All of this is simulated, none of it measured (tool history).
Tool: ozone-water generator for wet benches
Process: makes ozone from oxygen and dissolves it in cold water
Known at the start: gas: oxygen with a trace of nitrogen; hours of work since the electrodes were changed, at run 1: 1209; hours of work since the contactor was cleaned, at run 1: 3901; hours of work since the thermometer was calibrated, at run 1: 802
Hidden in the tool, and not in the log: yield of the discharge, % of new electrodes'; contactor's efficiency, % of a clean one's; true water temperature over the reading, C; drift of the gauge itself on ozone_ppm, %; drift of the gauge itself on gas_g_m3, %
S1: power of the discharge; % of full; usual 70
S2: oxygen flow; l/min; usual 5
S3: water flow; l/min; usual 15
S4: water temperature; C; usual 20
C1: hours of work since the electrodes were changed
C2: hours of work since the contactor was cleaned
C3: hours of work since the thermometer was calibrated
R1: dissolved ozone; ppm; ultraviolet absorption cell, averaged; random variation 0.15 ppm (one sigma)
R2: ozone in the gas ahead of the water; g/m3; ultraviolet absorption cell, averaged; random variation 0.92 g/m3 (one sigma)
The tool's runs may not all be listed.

{"run": 1, "hour": 0.0, "S1": 70, "S2": 5, "S3": 15, "S4": 20, "C1": 1209, "C2": 3901, "C3": 802, "R1": 17.6, "R2": 149.3}
{"run": 2, "hour": 37.2, "S1": 70, "S2": 5, "S3": 15, "S4": 20, "C1": 1243, "C2": 3935, "C3": 835, "R1": 17.1, "R2": 149.5}
{"run": 3, "hour": 85.7, "S1": 70, "S2": 5, "S3": 15, "S4": 20, "C1": 1286, "C2": 3978, "C3": 878, "R1": 17.5, "R2": 146.8}
{"run": 4, "hour": 168.3, "S1": 44, "S2": 5, "S3": 15, "S4": 20, "C1": 1359, "C2": 4051, "C3": 951, "R1": 11.5, "R2": 100.1}
{"run": 5, "hour": 227.3, "S1": 44, "S2": 5, "S3": 15, "S4": 20, "C1": 1412, "C2": 4104, "C3": 1004, "R1": 11.4, "R2": 98.2}
{"run": 6, "hour": 270.2, "S1": 70, "S2": 5, "S3": 15, "S4": 20, "C1": 1450, "C2": 4142, "C3": 1042, "R1": 17.3, "R2": 148.3}
{"run": 7, "hour": 332.6, "S1": 70, "S2": 5, "S3": 15, "S4": 20, "C1": 1506, "C2": 4198, "C3": 1098, "R1": 17.1, "R2": 147.6}
{"run": 8, "hour": 402.5, "S1": 70, "S2": 5, "S3": 14, "S4": 21, "C1": 1568, "C2": 4260, "C3": 1160, "R1": 18.1, "R2": 144.8}
{"run": 9, "hour": 479.3, "S1": 97, "S2": 5, "S3": 15, "S4": 27, "C1": 1636, "C2": 4328, "C3": 1228, "R1": 19.8, "R2": 193.5}
{"run": 10, "hour": 530.0, "S1": 97, "S2": 5, "S3": 15, "S4": 27, "C1": 1681, "C2": 4373, "C3": 1274, "R1": 19.9, "R2": 192.5}
{"run": 11, "hour": 584.7, "S1": 76, "S2": 4.67, "S3": 15, "S4": 24, "C1": 1730, "C2": 4422, "C3": 1322, "R1": 17.3, "R2": 163.1}
{"run": 12, "hour": 630.9, "S1": 76, "S2": 4.67, "S3": 15, "S4": 24, "C1": 1771, "C2": 4463, "C3": 1363, "R1": 17.2, "R2": 165.3}
{"run": 13, "hour": 684.5, "S1": 76, "S2": 6.39, "S3": 15, "S4": 15, "C1": 1819, "C2": 4511, "C3": 1411, "R1": 19, "R2": 133.3}

Hidden state or all else? Some run-to-run changes of R1, split into what the settings, what came in and random variation would give without the hidden state, and what is left for the hidden state (with any gauge scatter that isn't in both results):
Run 3 -> 4: S1 70 -> 44. R1 -6 ppm: hidden state +0.8, all else -6.8.
